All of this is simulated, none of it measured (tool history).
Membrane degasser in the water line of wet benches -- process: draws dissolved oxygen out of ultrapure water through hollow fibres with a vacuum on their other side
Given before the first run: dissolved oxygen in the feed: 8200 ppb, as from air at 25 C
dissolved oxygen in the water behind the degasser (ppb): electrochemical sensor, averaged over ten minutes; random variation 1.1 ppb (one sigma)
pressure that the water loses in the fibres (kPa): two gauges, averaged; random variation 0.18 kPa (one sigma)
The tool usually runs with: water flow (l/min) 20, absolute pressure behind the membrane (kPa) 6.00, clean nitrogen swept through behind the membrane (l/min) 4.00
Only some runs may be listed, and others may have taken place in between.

| run | hour | water flow (l/min) | absolute pressure behind the membrane (kPa) | clean nitrogen swept through behind the membrane (l/min) | dissolved oxygen in the water behind the degasser (ppb) | pressure that the water loses in the fibres (kPa) |
|---|---|---|---|---|---|---|
| 1 | 0.0 | 20 | 6.00 | 4.00 | 118.0 | 51.26 |
| 2 | 89.3 | 20 | 6.00 | 4.00 | 119.6 | 51.15 |
| 3 | 204.5 | 20 | 6.00 | 5.30 | 107.8 | 50.94 |
| 4 | 355.6 | 20 | 6.00 | 5.30 | 110.3 | 51.05 |
| 5 | 431.8 | 20 | 6.00 | 5.92 | 109.4 | 51.36 |
| 6 | 525.2 | 20 | 14.13 | 4.00 | 222.9 | 51.58 |
| 7 | 632.1 | 20 | 14.13 | 4.00 | 219.1 | 51.61 |
|  | 744.7 | seals of the vacuum lines changed |
| 8 | 779.4 | 20 | 14.13 | 4.00 | 215.3 | 51.47 |
| 9 | 924.8 | 20 | 14.13 | 4.00 | 217.4 | 51.63 |
| 10 | 1041.0 | 20 | 14.13 | 4.00 | 216.5 | 51.64 |
| 11 | 1127.8 | 20 | 14.13 | 4.00 | 216.0 | 51.42 |
| 12 | 1220.8 | 29 | 6.00 | 4.00 | 285.0 | 75.07 |
| 13 | 1296.8 | 20 | 7.06 | 4.00 | 133.4 | 51.45 |
| 14 | 1450.7 | 20 | 3.72 | 4.00 | 93.3 | 51.76 |
| 15 | 1585.1 | 20 | 6.00 | 3.31 | 130.4 | 51.76 |
| 16 | 1676.0 | 20 | 6.00 | 3.31 | 130.0 | 51.73 |
| 17 | 1780.1 | 20 | 6.00 | 3.31 | 130.3 | 51.68 |
| 18 | 1889.6 | 22 | 13.75 | 10.88 | 167.1 | 57.28 |
| 19 | 1961.7 | 13 | 14.63 | 4.00 | 111.4 | 33.67 |
| 20 | 2050.3 | 15 | 6.00 | 2.82 | 71.1 | 38.93 |
| 21 | 2145.1 | 15 | 6.00 | 2.82 | 72.8 | 38.68 |
| 22 | 2286.7 | 15 | 6.00 | 2.82 | 72.5 | 39.06 |
|  | 2295.0 | vacuum gauge calibrated |
| 23 | 2444.4 | 15 | 6.00 | 2.82 | 74.5 | 38.97 |
| 24 | 2508.7 | 15 | 6.00 | 2.82 | 72.7 | 39.21 |
| 25 | 2626.9 | 15 | 8.25 | 9.16 | 56.9 | 39.17 |
|  | 2742.7 | vacuum gauge calibrated, once more |
| 26 | 2757.4 | 15 | 8.25 | 9.16 | 55.0 | 39.03 |
| 27 | 2873.1 | 15 | 8.25 | 9.16 | 55.7 | 39.35 |
| 28 | 3012.5 | 15 | 8.14 | 9.16 | 55.0 | 38.99 |
| 29 | 3155.1 | 15 | 8.14 | 9.16 | 56.1 | 39.49 |
| 30 | 3244.7 | 20 | 6.00 | 6.79 | 113.5 | 52.22 |
| 31 | 3375.6 | 12 | 6.00 | 4.00 | 37.0 | 31.46 |
| 32 | 3475.8 | 24 | 6.00 | 1.96 | 235.1 | 63.39 |

The logged runs with the hidden state left out (each run's random variation unchanged):
The tool's hidden condition here consists of: membrane still open, %; true pressure behind the membrane over the reading, kPa; air that leaks in behind the membrane, l/min; drift of the gauge itself on oxygen_ppb, %; drift of the gauge itself on loss_of_pressure_kpa, %.
| run | dissolved oxygen in the water behind the degasser (ppb) | pressure that the water loses in the fibres (kPa) |
|---|---|---|
| 1 | 110.1 | 50.51 |
| 2 | 111.2 | 50.37 |
| 3 | 99.8 | 50.10 |
| 4 | 101.5 | 50.15 |
| 5 | 100.4 | 50.42 |
| 6 | 207.5 | 50.59 |
| 7 | 203.5 | 50.57 |
| 8 | 206.2 | 50.36 |
| 9 | 207.5 | 50.46 |
| 10 | 206.0 | 50.41 |
| 11 | 205.1 | 50.15 |
| 12 | 262.1 | 73.16 |
| 13 | 121.9 | 50.10 |
| 14 | 81.5 | 50.34 |
| 15 | 117.2 | 50.27 |
| 16 | 116.4 | 50.22 |
| 17 | 116.3 | 50.11 |
| 18 | 151.2 | 55.49 |
| 19 | 105.1 | 32.59 |
| 20 | 62.9 | 37.66 |
| 21 | 64.2 | 37.37 |
| 22 | 63.6 | 37.70 |
| 23 | 63.8 | 37.55 |
| 24 | 62.1 | 37.77 |
| 25 | 48.5 | 37.69 |
| 26 | 47.6 | 37.51 |
| 27 | 48.0 | 37.79 |
| 28 | 47.0 | 37.38 |
| 29 | 47.7 | 37.82 |
| 30 | 95.8 | 49.97 |
| 31 | 31.9 | 30.06 |
| 32 | 206.1 | 60.53 |
